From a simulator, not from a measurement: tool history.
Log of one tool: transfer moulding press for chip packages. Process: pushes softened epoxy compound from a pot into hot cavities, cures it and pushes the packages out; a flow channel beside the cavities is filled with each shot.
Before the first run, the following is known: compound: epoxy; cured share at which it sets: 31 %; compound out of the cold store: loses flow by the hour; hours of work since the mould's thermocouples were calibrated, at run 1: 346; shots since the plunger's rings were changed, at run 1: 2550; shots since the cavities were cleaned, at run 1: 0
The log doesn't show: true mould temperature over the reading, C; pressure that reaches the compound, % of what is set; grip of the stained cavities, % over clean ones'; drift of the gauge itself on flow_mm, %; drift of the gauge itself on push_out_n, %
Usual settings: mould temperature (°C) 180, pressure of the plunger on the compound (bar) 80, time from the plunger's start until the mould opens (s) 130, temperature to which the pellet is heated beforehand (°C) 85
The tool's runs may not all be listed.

run     day  mould temperature (°C)  pressure of the plunger on the compound (bar)  time from the plunger's start until the mould opens (s)  temperature to which the pellet is heated beforehand (°C)  hours of work since the mould's thermocouples were calibrated  shots since the plunger's rings were changed  shots since the cavities were cleaned  incoming compound's hours out of the cold store  length that the compound runs in the flow channel (mm)  greatest force on the pins that push the packages out (N)
  1       0                     180                                             80                                                      130                                                         85                                                            346                                          2550                                      0                                               10                                                     551                                                        595
      1.021  -- plunger's sealing rings changed
  2   2.075                     180                                             80                                                      130                                                         85                                                            380                                           276                                    516                                             35.5                                                     543                                                        872
  3   3.625                     180                                             80                                                      130                                                         85                                                            407                                           682                                    922                                             31.5                                                     536                                                        912
      4.108  -- cavities cleaned with cleaning compound and waxed
  4   5.717                     180                                           81.6                                                      130                                                         85                                                            442                                          1214                                    421                                             24.8                                                     552                                                        830
  5   7.208                     180                                             72                                                      130                                                         85                                                            467                                          1605                                    812                                             35.9                                                     496                                                        953
      8.104  -- cavities cleaned with cleaning compound and waxed
  6   9.588                     180                                             80                                                      130                                                         85                                                            507                                          2211                                    388                                             47.3                                                     504                                                        801
  7  11.142                     180                                             80                                                      130                                                         85                                                            534                                          2619                                    796                                              9.6                                                     551                                                        964
     11.858  -- plunger's sealing rings changed
     12.083  -- cavities cleaned with cleaning compound and waxed
  8  13.558                     180                                             80                                                      130                                                         85                                                            573                                           430                                    387                                             23.9                                                     570                                                        868
  9  14.675                     180                                             80                                                      130                                                         85                                                            592                                           722                                    679                                             26.8                                                     538                                                        915
     15.979  -- cavities cleaned with cleaning compound and waxed
 10  16.408                     180                                             80                                                      126                                                         85                                                            621                                          1160                                    113                                             25.7                                                     539                                                        737
 11  17.554                     180                                             80                                                      126                                                         85                                                            640                                          1459                                    412                                             12.3                                                     558                                                        967
     19.888  -- cavities cleaned with cleaning compound and waxed
 12  19.912                     180                                             80                                                      126                                                         85                                                            680                                          2061                                      6                                             21.6                                                     538                                                        636
     20.196  -- mould's thermocouples calibrated
 13  21.092                     180                                           76.5                                                      126                                                         77                                                             15                                          2348                                    293                                             47.5                                                     495                                                        959
     22.933  -- plunger's sealing rings changed
 14  23.271                     180                                           76.5                                                      126                                                         77                                                             51                                            88                                    836                                             20.8                                                     553                                                       1169
     24.054  -- cavities cleaned with cleaning compound and waxed
 15  25.404                     180                                             80                                                      164                                                         79                                                             87                                           631                                    354                                             37.5                                                     537                                                        690
 16    27.6                     173                                           71.7                                                      155                                                         89                                                            124                                          1206                                    929                                               46                                                     510                                                       1150
       27.9  -- cavities cleaned with cleaning compound and waxed
 17    29.9                     180                                           82.7                                                      146                                                         85                                                            163                                          1793                                    524                                             31.7                                                     543                                                        823
      31.95  -- mould's thermocouples calibrated, once more
     32.012  -- cavities cleaned with cleaning compound and waxed
 18  32.529                     184                                           74.7                                                      130                                                         85                                                              9                                          2443                                    136                                             36.7                                                     480                                                        571
     33.958  -- plunger's sealing rings changed
 19  34.871                     184                                           74.7                                                      130                                                         76                                                             47                                           240                                    723                                             20.4                                                     531                                                        726
     36.054  -- cavities cleaned with cleaning compound and waxed
 20  37.408                     184                                           62.7                                                      130                                                         89                                                             90                                           888                                    355                                             18.9                                                     483                                                        644
 21  38.783                     180                                           66.9                                                      111                                                         85                                                            114                                          1248                                    715                                             21.4                                                     495                                                       1220

Consider 4 possible next runs. They are alternatives, not a sequence: every one starts from the tool as it was left by run 21. What does each give?
     39.946  -- cavities cleaned with cleaning compound and waxed
  A  40.321                     178                                           89.2                                                      111                                                         85                                                            139                                          1635                                     99                                               27                                                       ?                                                          ?
     39.946  -- cavities cleaned with cleaning compound and waxed
  B  40.321                     182                                           66.9                                                      117                                                         80                                                            139                                          1635                                     99                                             42.7                                                       ?                                                          ?
     39.946  -- cavities cleaned with cleaning compound and waxed
  C  40.321                     180                                           66.9                                                      120                                                         81                                                            139                                          1635                                     99                                             29.4                                                       ?                                                          ?
     39.946  -- cavities cleaned with cleaning compound and waxed
  D  40.321                     187                                             80                                                      156                                                         76                                                            139                                          1635                                     99                                               22                                                       ?                                                          ?

run  length that the compound runs in the flow channel (mm)  greatest force on the pins that push the packages out (N)
  A                                                     565                                                       1003
  B                                                     465                                                        695
  C                                                     490                                                        734
  D                                                     531                                                        455
Without the tool's unlogged condition, the same runs would have read:
run  length that the compound runs in the flow channel (mm)  greatest force on the pins that push the packages out (N)
  A                                                     585                                                        829
  B                                                     481                                                        575
  C                                                     507                                                        607
  D                                                     549                                                        380

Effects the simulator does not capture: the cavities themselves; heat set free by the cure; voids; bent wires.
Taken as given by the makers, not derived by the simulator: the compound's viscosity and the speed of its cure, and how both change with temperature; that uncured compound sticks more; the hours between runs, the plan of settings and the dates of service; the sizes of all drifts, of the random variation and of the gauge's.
